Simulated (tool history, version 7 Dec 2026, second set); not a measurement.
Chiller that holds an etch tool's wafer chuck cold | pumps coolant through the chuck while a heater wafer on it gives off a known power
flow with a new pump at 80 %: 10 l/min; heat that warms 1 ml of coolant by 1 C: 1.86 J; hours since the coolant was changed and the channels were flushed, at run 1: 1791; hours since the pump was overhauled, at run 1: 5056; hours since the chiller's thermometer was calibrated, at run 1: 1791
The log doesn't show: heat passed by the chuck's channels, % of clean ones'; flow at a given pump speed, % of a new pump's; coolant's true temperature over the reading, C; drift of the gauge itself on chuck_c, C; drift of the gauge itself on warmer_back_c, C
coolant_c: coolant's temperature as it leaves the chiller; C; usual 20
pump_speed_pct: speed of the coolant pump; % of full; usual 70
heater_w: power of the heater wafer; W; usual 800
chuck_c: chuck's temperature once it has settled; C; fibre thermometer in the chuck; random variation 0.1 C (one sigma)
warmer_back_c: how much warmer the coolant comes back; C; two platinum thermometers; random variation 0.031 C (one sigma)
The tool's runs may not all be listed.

run	hour	coolant_c	pump_speed_pct	heater_w	hours since the coolant was changed and the channels were flushed	hours since the pump was overhauled	hours since the chiller's thermometer was calibrated	chuck_c	warmer_back_c
1	0	20	70	800	1791	5056	1791	31.4	3.35
2	148.7	11	70	800	1939	5205	1939	22.4	3.29
3	301.8	11	70	800	2092	5358	2092	22.6	3.33
4	462.5	27	70	800	2253	5519	2253	38.7	3.4
5	605.6	27	70	800	2396	5662	2396	38.9	3.4
6	762.9	27	70	800	2554	5819	2554	38.8	3.39
7	939.7	19	70	800	2730	5996	2730	31	3.41
8	1073.5	20	88	800	2864	6130	2864	30	2.57
9	1212.4	11	70	800	3003	6268	3003	22.9	3.37
10	1348.7	20	70	998	3139	6405	3139	35.1	4.34
# hour 1359.6: chiller's thermometer calibrated
11	1512.4	20	70	998	3302	6567	153	35.2	4.27
12	1638.7	20	70	489	3428	6694	279	27.9	2.17
13	1739.4	20	70	489	3529	6794	380	27.9	2.1
14	1887.4	22	83	588	3677	6942	528	30.2	2.14
# hour 1927.4: chiller's thermometer calibrated, once more
15	2054.5	22	83	588	3843	7109	127	29.7	2.1
16	2180.1	22	83	588	3969	7234	253	29.8	2.09
17	2292	22	83	405	4081	7346	365	27.4	1.41

How the hidden state differs across the entries between the runs, from the last listed run before each to the first after it:
Between runs 10 and 11: chiller's thermometer calibrated (hour 1359.6)
  heat passed by the chuck's channels, % of clean ones': 93.6 -> 93.3; flow at a given pump speed, % of a new pump's: 87.6 -> 87.3; coolant's true temperature over the reading, C: 0.22 -> 0.37
  measured less the result without the state, chuck_c: +2.1 -> +2.4 C; warmer_back_c: +0.53 -> +0.55 C
Between runs 14 and 15: chiller's thermometer calibrated, once more (hour 1927.4)
  heat passed by the chuck's channels, % of clean ones': 92.5 -> 92.2; flow at a given pump speed, % of a new pump's: 86.6 -> 86.3; coolant's true temperature over the reading, C: 0.39 -> 0.01
  measured less the result without the state, chuck_c: +1.6 -> +1.2 C; warmer_back_c: +0.28 -> +0.29 C
